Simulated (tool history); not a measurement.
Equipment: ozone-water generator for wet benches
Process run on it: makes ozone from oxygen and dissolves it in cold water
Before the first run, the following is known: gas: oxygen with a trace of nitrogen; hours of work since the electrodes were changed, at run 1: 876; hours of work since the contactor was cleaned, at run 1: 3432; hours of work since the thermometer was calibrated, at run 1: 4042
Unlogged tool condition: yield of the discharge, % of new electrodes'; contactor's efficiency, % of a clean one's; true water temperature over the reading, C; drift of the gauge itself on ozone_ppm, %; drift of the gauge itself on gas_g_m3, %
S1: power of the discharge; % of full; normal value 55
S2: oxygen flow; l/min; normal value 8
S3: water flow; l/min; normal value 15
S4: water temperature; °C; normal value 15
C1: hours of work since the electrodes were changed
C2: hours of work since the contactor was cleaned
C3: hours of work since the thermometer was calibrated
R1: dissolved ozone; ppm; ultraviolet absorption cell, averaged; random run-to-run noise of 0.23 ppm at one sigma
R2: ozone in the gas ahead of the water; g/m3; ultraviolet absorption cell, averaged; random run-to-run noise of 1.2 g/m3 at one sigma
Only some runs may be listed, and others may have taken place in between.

| run | hour | S1 | S2 | S3 | S4 | C1 | C2 | C3 | R1 | R2 |
|---|---|---|---|---|---|---|---|---|---|---|
| 1 | 0 | 55 | 8 | 15 | 15 | 876 | 3432 | 4042 | 35 | 217.5 |
| 2 | 28.3 | 55 | 8 | 21 | 15 | 894 | 3450 | 4060 | 28 | 216.6 |
| 3 | 57 | 55 | 8 | 21 | 15 | 912 | 3469 | 4079 | 27.9 | 217.8 |
| 4 | 77.6 | 55 | 8 | 15 | 15 | 926 | 3482 | 4092 | 35.5 | 217.4 |
| 5 | 104.5 | 55 | 8 | 11 | 15 | 943 | 3499 | 4109 | 41.3 | 217.8 |
| 6 | 119.9 | 55 | 8 | 11 | 15 | 953 | 3509 | 4119 | 41.8 | 219.3 |
| 7 | 141.3 | 55 | 7.13 | 15 | 15 | 966 | 3523 | 4133 | 35 | 226.1 |
| 8 | 164.1 | 55 | 8 | 15 | 15 | 981 | 3537 | 4147 | 35.1 | 220.6 |
| 9 | 195.8 | 55 | 8 | 15 | 15 | 1001 | 3558 | 4168 | 35.3 | 222.8 |
| 10 | 214.2 | 55 | 8 | 15 | 15 | 1013 | 3569 | 4179 | 35.2 | 219.8 |
| 11 | 247.5 | 55 | 8 | 15 | 15 | 1034 | 3591 | 4201 | 35.1 | 224 |
| 12 | 272.5 | 48 | 8 | 15 | 15 | 1051 | 3607 | 4217 | 32.2 | 204.5 |
| 13 | 290.7 | 55 | 8 | 15 | 15 | 1062 | 3618 | 4228 | 34.9 | 221.7 |
| 14 | 320.6 | 55 | 5.77 | 15 | 15 | 1081 | 3638 | 4247 | 34.1 | 244.6 |
| 15 | 343.7 | 55 | 5.77 | 15 | 15 | 1096 | 3652 | 4262 | 33.4 | 244.6 |
| 16 | 378.1 | 55 | 5.77 | 15 | 15 | 1118 | 3674 | 4284 | 33.7 | 247.2 |
| 17 | 395.4 | 55 | 5.77 | 15 | 15 | 1129 | 3686 | 4295 | 33.7 | 248.1 |
|  | 419 | gauge calibrated |
| 18 | 420 | 82 | 8 | 15 | 15 | 1145 | 3701 | 4311 | 43.8 | 271.9 |
| 19 | 447.8 | 82 | 6.34 | 16 | 17 | 1163 | 3719 | 4329 | 39.9 | 291.7 |
| 20 | 465.4 | 82 | 6.34 | 16 | 17 | 1174 | 3730 | 4340 | 39.4 | 293.5 |
| 21 | 480.6 | 55 | 5.09 | 20 | 12 | 1184 | 3740 | 4350 | 27.4 | 251.5 |
| 22 | 499.4 | 42 | 4.04 | 22 | 15 | 1196 | 3752 | 4362 | 19.2 | 235 |
| 23 | 525.2 | 50 | 4.23 | 21 | 9 | 1212 | 3769 | 4379 | 24.1 | 252.6 |
| 24 | 540.1 | 93 | 11.99 | 19 | 10 | 1222 | 3778 | 4388 | 46.4 | 263.5 |
| 25 | 562 | 55 | 8 | 21 | 8 | 1236 | 3792 | 4402 | 31.2 | 220.6 |
| 26 | 580.2 | 55 | 8 | 21 | 11 | 1248 | 3804 | 4414 | 29.7 | 220.9 |
| 27 | 613.8 | 55 | 8 | 21 | 11 | 1269 | 3825 | 4435 | 29.7 | 220.4 |
| 28 | 633.4 | 55 | 8 | 21 | 11 | 1282 | 3838 | 4448 | 29.9 | 220.4 |
| 29 | 659.4 | 55 | 5.04 | 15 | 13 | 1298 | 3855 | 4465 | 33.8 | 253.8 |
| 30 | 692.3 | 42 | 10.32 | 15 | 15 | 1320 | 3876 | 4486 | 30.5 | 175.1 |
|  | 708.7 | gauge calibrated |
| 31 | 722.4 | 61 | 8 | 15 | 15 | 1339 | 3895 | 4505 | 37.1 | 228.6 |
| 32 | 757.9 | 51 | 4.77 | 23 | 12 | 1362 | 3918 | 4528 | 22.7 | 244.7 |
|  | 780.1 | water thermometer calibrated |
| 33 | 784.6 | 55 | 11.62 | 11 | 13 | 1378 | 3935 | 3 | 43.5 | 196.5 |

Each row is a separate what-if for the run after 33, all from the same tool condition, not one after another. Results?
| A | 799.5 | 60 | 11.62 | 11 | 21 | 1388 | 3944 | 12 | ? | ? |
| B | 799.5 | 60 | 8 | 15 | 9 | 1388 | 3944 | 12 | ? | ? |
| C | 799.5 | 55 | 4.5 | 11 | 13 | 1388 | 3944 | 12 | ? | ? |
| D | 799.5 | 55 | 8 | 11 | 15 | 1388 | 3944 | 12 | ? | ? |

| run | R1 | R2 |
|---|---|---|
| A | 37.3 | 204.7 |
| B | 40.8 | 229.5 |
| C | 41.3 | 260 |
| D | 41.2 | 220.3 |
With no hidden state in the tool, these same runs would have given:
| run | R1 | R2 |
|---|---|---|
| A | 37.3 | 203.6 |
| B | 40.8 | 228.2 |
| C | 41.3 | 258.6 |
| D | 41.3 | 219.1 |
